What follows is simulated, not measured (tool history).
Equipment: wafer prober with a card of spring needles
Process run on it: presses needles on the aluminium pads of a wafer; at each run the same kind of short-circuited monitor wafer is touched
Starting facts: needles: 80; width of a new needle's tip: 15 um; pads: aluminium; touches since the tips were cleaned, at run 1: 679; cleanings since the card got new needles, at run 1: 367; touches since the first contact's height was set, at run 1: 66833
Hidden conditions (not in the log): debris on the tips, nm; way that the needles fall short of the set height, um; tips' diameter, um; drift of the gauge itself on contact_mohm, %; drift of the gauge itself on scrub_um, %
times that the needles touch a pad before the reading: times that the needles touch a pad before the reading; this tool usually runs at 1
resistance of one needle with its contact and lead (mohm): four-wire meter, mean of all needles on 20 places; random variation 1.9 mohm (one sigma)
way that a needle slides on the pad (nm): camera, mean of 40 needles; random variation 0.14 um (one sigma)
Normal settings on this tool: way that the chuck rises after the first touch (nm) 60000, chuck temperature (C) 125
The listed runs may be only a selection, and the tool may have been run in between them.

run,hour,way that the chuck rises after the first touch (nm),chuck temperature (C),times that the needles touch a pad before the reading,touches since the tips were cleaned,cleanings since the card got new needles,touches since the first contact's height was set,resistance of one needle with its contact and lead (mohm),way that a needle slides on the pad (nm)
1,0.0,60000,125,1,679,367,66833,201,12860
# hour 4.0: tips cleaned on abrasive film
# hour 10.7: tips cleaned on abrasive film
# hour 16.0: tips cleaned on abrasive film
# hour 21.4: tips cleaned on abrasive film
# hour 26.7: tips cleaned on abrasive film
# hour 32.1: tips cleaned on abrasive film
# hour 37.4: tips cleaned on abrasive film
# hour 42.8: tips cleaned on abrasive film
# hour 49.4: tips cleaned on abrasive film
# hour 54.8: tips cleaned on abrasive film
# hour 60.1: tips cleaned on abrasive film
# hour 66.8: tips cleaned on abrasive film
# hour 72.1: tips cleaned on abrasive film
# hour 77.5: tips cleaned on abrasive film
# hour 82.8: tips cleaned on abrasive film
# hour 88.2: tips cleaned on abrasive film
2,93.4,60000,125,1,1763,383,97898,202,12790
# hour 94.8: tips cleaned on abrasive film
# hour 101.5: tips cleaned on abrasive film
# hour 106.8: tips cleaned on abrasive film
# hour 113.5: tips cleaned on abrasive film
# hour 120.1: tips cleaned on abrasive film
# hour 126.8: tips cleaned on abrasive film
# hour 133.4: tips cleaned on abrasive film
# hour 138.8: tips cleaned on abrasive film
# hour 145.0: tips cleaned on abrasive film
3,145.0,60000,125,1,0,392,115073,200,12580
# hour 150.4: tips cleaned on abrasive film
# hour 155.7: tips cleaned on abrasive film
# hour 162.4: tips cleaned on abrasive film
# hour 167.7: tips cleaned on abrasive film
# hour 173.1: tips cleaned on abrasive film
# hour 178.4: tips cleaned on abrasive film
# hour 183.8: tips cleaned on abrasive film
# hour 190.4: tips cleaned on abrasive film
# hour 197.1: tips cleaned on abrasive film
# hour 203.7: tips cleaned on abrasive film
# hour 209.1: tips cleaned on abrasive film
# hour 214.4: tips cleaned on abrasive film
# hour 219.8: tips cleaned on abrasive film
# hour 226.4: tips cleaned on abrasive film
# hour 231.8: tips cleaned on abrasive film
# hour 237.1: tips cleaned on abrasive film
4,239.7,53000,125,1,882,408,146590,206,11020
# hour 243.8: tips cleaned on abrasive film
# hour 249.1: tips cleaned on abrasive film
# hour 254.5: tips cleaned on abrasive film
# hour 259.8: tips cleaned on abrasive film
# hour 265.2: tips cleaned on abrasive film
# hour 270.5: tips cleaned on abrasive film
# hour 275.9: tips cleaned on abrasive film
# hour 281.2: tips cleaned on abrasive film
# hour 286.6: tips cleaned on abrasive film
5,290.4,53000,125,1,1286,417,163416,205,11100
# hour 293.1: tips cleaned on abrasive film
# hour 298.4: tips cleaned on abrasive film
# hour 303.8: tips cleaned on abrasive film
# hour 310.4: tips cleaned on abrasive film
# hour 315.8: tips cleaned on abrasive film
# hour 322.4: tips cleaned on abrasive film
# hour 327.8: tips cleaned on abrasive film
# hour 333.1: tips cleaned on abrasive film
# hour 338.5: tips cleaned on abrasive film
# hour 343.8: tips cleaned on abrasive film
# hour 349.2: tips cleaned on abrasive film
# hour 354.5: tips cleaned on abrasive film
# hour 359.9: tips cleaned on abrasive film
# hour 365.2: tips cleaned on abrasive film
# hour 370.6: tips cleaned on abrasive film
# hour 377.2: tips cleaned on abrasive film
# hour 383.9: tips cleaned on abrasive film
# hour 389.2: tips cleaned on abrasive film
# hour 394.6: tips cleaned on abrasive film
6,396.3,53000,125,1,576,436,198622,208,11000
# hour 400.3: tips cleaned on abrasive film
# hour 405.7: tips cleaned on abrasive film
# hour 411.0: tips cleaned on abrasive film
# hour 416.4: tips cleaned on abrasive film
# hour 421.7: tips cleaned on abrasive film
# hour 433.7: card fitted with new needles
# hour 440.4: tips cleaned on abrasive film
# hour 445.7: tips cleaned on abrasive film
# hour 451.1: tips cleaned on abrasive film
7,451.5,53000,125,1,150,3,5922,202,11360
# hour 456.8: tips cleaned on abrasive film
# hour 462.2: tips cleaned on abrasive film
# hour 468.9: tips cleaned on abrasive film
# hour 474.2: tips cleaned on abrasive film
# hour 480.9: tips cleaned on abrasive film
# hour 487.5: tips cleaned on abrasive film
# hour 492.9: tips cleaned on abrasive film
# hour 498.2: tips cleaned on abrasive film
# hour 503.6: tips cleaned on abrasive film
# hour 508.9: tips cleaned on abrasive film
# hour 514.3: tips cleaned on abrasive film
# hour 520.9: tips cleaned on abrasive film
# hour 526.3: tips cleaned on abrasive film
# hour 531.6: tips cleaned on abrasive film
# hour 538.3: tips cleaned on abrasive film
# hour 543.6: tips cleaned on abrasive film
8,545.8,53000,125,1,726,19,37284,211,11050
# hour 549.8: tips cleaned on abrasive film
# hour 555.1: tips cleaned on abrasive film
# hour 560.5: tips cleaned on abrasive film
# hour 565.8: tips cleaned on abrasive film
# hour 571.2: tips cleaned on abrasive film
# hour 576.5: tips cleaned on abrasive film
# hour 583.2: tips cleaned on abrasive film
# hour 588.5: tips cleaned on abrasive film
# hour 595.2: tips cleaned on abrasive film
# hour 601.9: tips cleaned on abrasive film
# hour 608.5: tips cleaned on abrasive film
# hour 615.2: tips cleaned on abrasive film
# hour 620.5: tips cleaned on abrasive film
# hour 625.9: tips cleaned on abrasive film
# hour 631.2: tips cleaned on abrasive film
# hour 636.6: tips cleaned on abrasive film
# hour 641.9: tips cleaned on abrasive film
# hour 648.1: tips cleaned on abrasive film
9,648.1,53000,125,1,0,37,71298,210,11040
# hour 653.4: tips cleaned on abrasive film
# hour 660.1: tips cleaned on abrasive film
# hour 665.4: tips cleaned on abrasive film
# hour 670.7: tips cleaned on abrasive film
# hour 676.1: tips cleaned on abrasive film
# hour 681.4: tips cleaned on abrasive film
# hour 686.8: tips cleaned on abrasive film
# hour 692.1: tips cleaned on abrasive film
# hour 697.5: tips cleaned on abrasive film
# hour 702.8: tips cleaned on abrasive film
# hour 709.5: tips cleaned on abrasive film
# hour 714.8: tips cleaned on abrasive film
# hour 720.2: tips cleaned on abrasive film
10,722.5,60000,125,2,800,50,96073,204,12870
# hour 726.6: tips cleaned on abrasive film
# hour 731.9: tips cleaned on abrasive film
# hour 737.3: tips cleaned on abrasive film
# hour 742.6: tips cleaned on abrasive film
# hour 749.3: tips cleaned on abrasive film
# hour 754.6: tips cleaned on abrasive film
# hour 760.0: tips cleaned on abrasive film
# hour 765.3: tips cleaned on abrasive film
11,768.2,60000,70,1,959,58,111240,191,12630
# hour 770.9: tips cleaned on abrasive film
# hour 777.5: tips cleaned on abrasive film
# hour 782.9: tips cleaned on abrasive film
# hour 788.2: tips cleaned on abrasive film
# hour 794.9: tips cleaned on abrasive film
# hour 801.6: tips cleaned on abrasive film
# hour 806.9: tips cleaned on abrasive film
# hour 812.2: tips cleaned on abrasive film
# hour 817.6: tips cleaned on abrasive film
# hour 822.9: tips cleaned on abrasive film
# hour 828.3: tips cleaned on abrasive film
# hour 834.9: tips cleaned on abrasive film
# hour 840.3: tips cleaned on abrasive film
# hour 845.6: tips cleaned on abrasive film
# hour 851.0: tips cleaned on abrasive film
# hour 856.3: tips cleaned on abrasive film
# hour 861.7: tips cleaned on abrasive film
# hour 868.3: tips cleaned on abrasive film
12,873.6,52000,125,1,1772,76,146310,207,11040
# hour 875.0: tips cleaned on abrasive film
# hour 880.3: tips cleaned on abrasive film
# hour 887.0: tips cleaned on abrasive film
# hour 892.3: tips cleaned on abrasive film
# hour 897.7: tips cleaned on abrasive film
# hour 903.0: tips cleaned on abrasive film
# hour 908.4: tips cleaned on abrasive film
# hour 913.7: tips cleaned on abrasive film
# hour 919.1: tips cleaned on abrasive film
# hour 924.4: tips cleaned on abrasive film
# hour 931.1: tips cleaned on abrasive film
13,933.2,42000,81,1,725,87,166127,205,8930
# hour 937.3: tips cleaned on abrasive film
# hour 942.6: tips cleaned on abrasive film
# hour 948.0: tips cleaned on abrasive film
# hour 953.3: tips cleaned on abrasive film
# hour 960.0: tips cleaned on abrasive film
# hour 966.6: tips cleaned on abrasive film
# hour 973.3: tips cleaned on abrasive film
# hour 979.9: tips cleaned on abrasive film
# hour 985.3: tips cleaned on abrasive film
# hour 990.6: tips cleaned on abrasive film
# hour 996.0: tips cleaned on abrasive film
# hour 1002.6: tips cleaned on abrasive film
# hour 1008.0: tips cleaned on abrasive film
# hour 1013.3: tips cleaned on abrasive film
# hour 1018.7: tips cleaned on abrasive film
# hour 1024.0: tips cleaned on abrasive film
14,1024.6,42000,81,1,192,103,196510,206,8850
# hour 1029.9: tips cleaned on abrasive film
# hour 1035.3: tips cleaned on abrasive film
# hour 1040.6: tips cleaned on abrasive film
# hour 1046.0: tips cleaned on abrasive film
# hour 1052.6: tips cleaned on abrasive film
# hour 1058.0: tips cleaned on abrasive film
# hour 1063.3: tips cleaned on abrasive film
# hour 1070.0: tips cleaned on abrasive film
15,1071.2,42000,81,1,411,111,212017,205,8820

Branching from run 15: 3 alternative next runs. What would each branch give?
# hour 1072.8: height of the first contact set anew
# hour 1076.9: tips cleaned on abrasive film
# hour 1082.2: tips cleaned on abrasive film
# hour 1088.9: tips cleaned on abrasive film
# hour 1094.2: tips cleaned on abrasive film
# hour 1100.9: tips cleaned on abrasive film
# hour 1106.2: tips cleaned on abrasive film
# hour 1111.6: tips cleaned on abrasive film
# hour 1116.9: tips cleaned on abrasive film
# hour 1123.6: tips cleaned on abrasive film
A,1123.8,43000,81,2,86,120,16958,?,?
# hour 1072.8: height of the first contact set anew
# hour 1076.9: tips cleaned on abrasive film
# hour 1082.2: tips cleaned on abrasive film
# hour 1088.9: tips cleaned on abrasive film
# hour 1094.2: tips cleaned on abrasive film
# hour 1100.9: tips cleaned on abrasive film
# hour 1106.2: tips cleaned on abrasive film
# hour 1111.6: tips cleaned on abrasive film
# hour 1116.9: tips cleaned on abrasive film
# hour 1123.6: tips cleaned on abrasive film
B,1123.8,42000,64,1,86,120,16958,?,?
# hour 1072.8: height of the first contact set anew
# hour 1076.9: tips cleaned on abrasive film
# hour 1082.2: tips cleaned on abrasive film
# hour 1088.9: tips cleaned on abrasive film
# hour 1094.2: tips cleaned on abrasive film
# hour 1100.9: tips cleaned on abrasive film
# hour 1106.2: tips cleaned on abrasive film
# hour 1111.6: tips cleaned on abrasive film
# hour 1116.9: tips cleaned on abrasive film
# hour 1123.6: tips cleaned on abrasive film
C,1123.8,68000,100,1,86,120,16958,?,?

run,resistance of one needle with its contact and lead (mohm),way that a needle slides on the pad (nm)
A,205,9160
B,201,9050
C,196,14460
Stripped of hidden state, with their random variation kept, the same runs would have yielded:
run,resistance of one needle with its contact and lead (mohm),way that a needle slides on the pad (nm)
A,205,9160
B,201,9050
C,196,14460
